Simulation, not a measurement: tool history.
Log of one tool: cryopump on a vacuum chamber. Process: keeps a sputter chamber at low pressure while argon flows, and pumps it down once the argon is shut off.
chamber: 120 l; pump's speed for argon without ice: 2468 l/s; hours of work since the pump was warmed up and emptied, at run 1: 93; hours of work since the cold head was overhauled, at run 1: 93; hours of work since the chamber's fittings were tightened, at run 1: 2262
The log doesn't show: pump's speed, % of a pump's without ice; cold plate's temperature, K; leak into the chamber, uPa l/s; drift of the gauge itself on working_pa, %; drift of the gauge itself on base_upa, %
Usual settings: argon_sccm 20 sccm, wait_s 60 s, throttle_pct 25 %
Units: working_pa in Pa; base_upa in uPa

run	day	argon_sccm	wait_s	throttle_pct	hours of work since the pump was warmed up and emptied	hours of work since the cold head was overhauled	hours of work since the chamber's fittings were tightened	working_pa	base_upa
1	0.000	20	60	25	93	93	2262	0.0551	1.50
2	0.583	20	60	25	105	105	2274	0.0553	1.50
3	1.125	20	60	25	116	116	2285	0.0556	1.50
4	1.792	9	60	25	130	130	2299	0.0252	1.56
5	2.371	9	60	25	142	142	2311	0.0252	1.61
6	2.879	9	78	25	153	153	2322	0.0252	1.50
7	3.679	20	60	25	170	170	2339	0.0557	1.62
8	4.483	21	60	25	187	187	2356	0.0587	1.63
9	5.042	21	60	25	198	198	2367	0.0590	1.65
10	5.588	21	81	20	210	210	2379	0.0732	1.59
11	6.179	21	31	28	222	222	2391	0.0528	1.90
12	6.608	26	188	26	231	231	2400	0.0707	1.56
13	7.004	20	60	50	240	240	2409	0.0289	1.69
14	7.367	21	210	34	247	247	2416	0.0437	1.56
15	8.054	11	32	40	262	262	2431	0.0205	1.84
16	8.467	11	32	40	270	270	2439	0.0196	1.88

Run 17 comes next. What will it give?
17	9.112	11	32	40	284	284	2453	?	?

Run 17 gave working_pa 0.0202 Pa, base_upa 1.92 uPa.
Without the tool's hidden state the same run would have given working_pa 0.0191 Pa, base_upa 0.50 uPa.

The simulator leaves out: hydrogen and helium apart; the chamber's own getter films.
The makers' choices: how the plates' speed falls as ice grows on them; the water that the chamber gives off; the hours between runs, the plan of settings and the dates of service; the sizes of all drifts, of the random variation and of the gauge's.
